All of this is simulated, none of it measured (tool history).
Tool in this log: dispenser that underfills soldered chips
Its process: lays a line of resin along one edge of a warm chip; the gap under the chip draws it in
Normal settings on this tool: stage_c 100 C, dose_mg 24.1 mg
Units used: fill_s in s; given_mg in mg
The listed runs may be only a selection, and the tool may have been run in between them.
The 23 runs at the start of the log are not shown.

run   hour  stage_c  dose_mg  fill_s  given_mg
 24  108.9       87     22.1   162.9     20.48
     111.3  -- dispensing valve cleaned and set on the balance
 25  115.1       87     22.1     212     22.04
     116.8  -- new syringe of resin
 26    118      109     26.9    36.1     26.73
 27  122.1       93     26.7      85     26.57
 28  126.6       93     28.3   109.8     28.06
 29  132.1       90     25.7   171.6     25.38
     135.1  -- new syringe of resin
 30  138.5       90     25.7    87.5     25.23
 31  142.9       90     25.7   113.9      25.4
 32    146       95     20.6   112.3     20.27
 33  151.5      114     26.5    70.1     25.97
     153.1  -- new syringe of resin
 34  155.7      114     26.5    32.6     26.11
 35  160.6      114     26.5    42.9     25.96
 36  163.8      114       28    50.6     27.29

Branching from run 36: 3 alternative next runs. What would each branch give?
  A  169.4      102     27.6       ?         ?
  B  169.4       95     23.7       ?         ?
  C  169.4      107       25       ?         ?

run  fill_s  given_mg
  A   108.2     26.89
  B   150.6     23.25
  C    89.1     24.49
Stripped of hidden state, with their random variation kept, the same runs would have yielded:
run  fill_s  given_mg
  A    42.6      27.5
  B    59.3     23.78
  C    35.2     25.04
